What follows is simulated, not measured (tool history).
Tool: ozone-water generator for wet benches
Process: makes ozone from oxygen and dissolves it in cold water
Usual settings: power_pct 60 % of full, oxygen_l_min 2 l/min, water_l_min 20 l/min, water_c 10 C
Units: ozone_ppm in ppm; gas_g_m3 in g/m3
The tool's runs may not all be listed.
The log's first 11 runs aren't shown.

run,hour,power_pct,oxygen_l_min,water_l_min,water_c,ozone_ppm,gas_g_m3
12,484.8,60,2,20,14,10.6,164.5
13,528.5,60,2,20,9,10.9,164.2
14,574.5,60,2,20,10,10.9,165.4
15,608.6,60,2.9,20,10,11.9,132.9
16,670.2,60,2,20,10,10.9,166.1
17,701.3,67,3.18,20,5,13.8,140.5
18,734.9,79,2.83,20,6,15.3,173.5
19,796.9,44,2.83,20,6,9.1,104.1
20,832.7,62,1.47,20,10,10.2,202.4
21,868.3,60,3.49,12,10,18.1,120.6
22,904.7,60,2.31,13,12,16.4,152.6
23,958.2,65,2.36,14,12,16.8,163.1
24,985.7,65,2.36,13,12,17.7,163.7
25,1024.4,41,1.61,20,10,7.4,134.3
26,1054.2,52,2,20,11,9.4,146.4
27,1098.3,52,1.15,20,11,8.2,199.9
28,1137.7,60,2,15,10,14.2,165.2
29,1195.4,60,2,15,10,14.3,165.9
30,1226.2,62,1.86,29,5,7.5,180.3
31,1263.8,60,1.3,20,10,9.5,213.9
32,1304.1,70,2.39,23,9,11.4,172.9

Forecast each of these 5 alternatives for the next run:
A,1361.7,70,2.39,25,9,?,?
B,1361.7,77,2,20,10,?,?
C,1361.7,60,3.56,20,10,?,?
D,1361.7,70,1.44,23,7,?,?
E,1361.7,60,2,17,10,?,?

run,ozone_ppm,gas_g_m3
A,10.4,173.4
B,13.6,208
C,12.1,121.1
D,10,231.5
E,12.7,166.9
Without the tool's hidden state the same runs would have given:
run,ozone_ppm,gas_g_m3
A,10.4,168.9
B,13.6,202.6
C,12.1,117.9
D,10.1,225.5
E,12.7,162.6
